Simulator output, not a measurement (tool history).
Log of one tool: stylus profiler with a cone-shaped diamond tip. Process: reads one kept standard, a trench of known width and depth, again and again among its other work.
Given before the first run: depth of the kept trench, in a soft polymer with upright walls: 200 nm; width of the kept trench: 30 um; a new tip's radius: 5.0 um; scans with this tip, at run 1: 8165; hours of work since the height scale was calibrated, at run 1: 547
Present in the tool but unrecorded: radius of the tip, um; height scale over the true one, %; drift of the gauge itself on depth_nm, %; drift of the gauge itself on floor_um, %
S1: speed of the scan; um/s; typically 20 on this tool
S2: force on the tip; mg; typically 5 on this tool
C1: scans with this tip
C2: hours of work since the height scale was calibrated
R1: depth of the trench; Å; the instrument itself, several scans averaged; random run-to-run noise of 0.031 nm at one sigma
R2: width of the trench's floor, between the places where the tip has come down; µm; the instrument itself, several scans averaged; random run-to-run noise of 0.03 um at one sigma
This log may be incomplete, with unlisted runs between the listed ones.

| run | hour | S1 | S2 | C1 | C2 | R1 | R2 |
|---|---|---|---|---|---|---|---|
| 1 | 0 | 20 | 5 | 8165 | 547 | 2040.7 | 27.08 |
| 2 | 21.6 | 20 | 5 | 8397 | 562 | 2040.7 | 27.06 |
| 3 | 36.2 | 20 | 5 | 8554 | 573 | 2040.1 | 27.11 |
| 4 | 52.7 | 20 | 5 | 8732 | 585 | 2041.1 | 27.09 |
| 5 | 72.4 | 20 | 5 | 8943 | 599 | 2041.1 | 27.1 |
| 6 | 90.4 | 20 | 5 | 9136 | 612 | 2040.6 | 27.09 |
| 7 | 104.9 | 20 | 5 | 9293 | 622 | 2041.3 | 27.1 |
| 8 | 126.3 | 20 | 5 | 9523 | 638 | 2041.3 | 27.09 |
|  | 137.6 | new tip fitted, height scale calibrated |
| 9 | 147.1 | 20 | 5 | 103 | 7 | 2041.4 | 27.12 |
| 10 | 160.5 | 20 | 5 | 247 | 17 | 2041.3 | 27.16 |
| 11 | 174.7 | 20 | 5 | 400 | 27 | 2040.2 | 27.16 |
| 12 | 192.8 | 34 | 5 | 595 | 40 | 2041.3 | 27.07 |
| 13 | 206.8 | 34 | 5 | 745 | 50 | 2041 | 27.1 |
| 14 | 220.9 | 44 | 3.14 | 897 | 60 | 2029.7 | 27.03 |
| 15 | 236.7 | 8 | 5.37 | 1066 | 71 | 2042.8 | 27.26 |
| 16 | 251.9 | 21 | 3.5 | 1230 | 82 | 2032.5 | 27.13 |
| 17 | 267.8 | 21 | 3.5 | 1401 | 94 | 2032.5 | 27.09 |
| 18 | 285.5 | 17 | 1.87 | 1591 | 107 | 2021.6 | 27.07 |

Run 19, settings as shown, results not yet in. Your forecast:
| 19 | 306.1 | 17 | 1.87 | 1813 | 121 | ? | ? |

{"run 19": {"R1": 2021, "R2": 27.06}}
Were there no unlogged condition in the tool, this run, its random variation unchanged, would have produced R1 2021 Å, R2 27.07 µm.
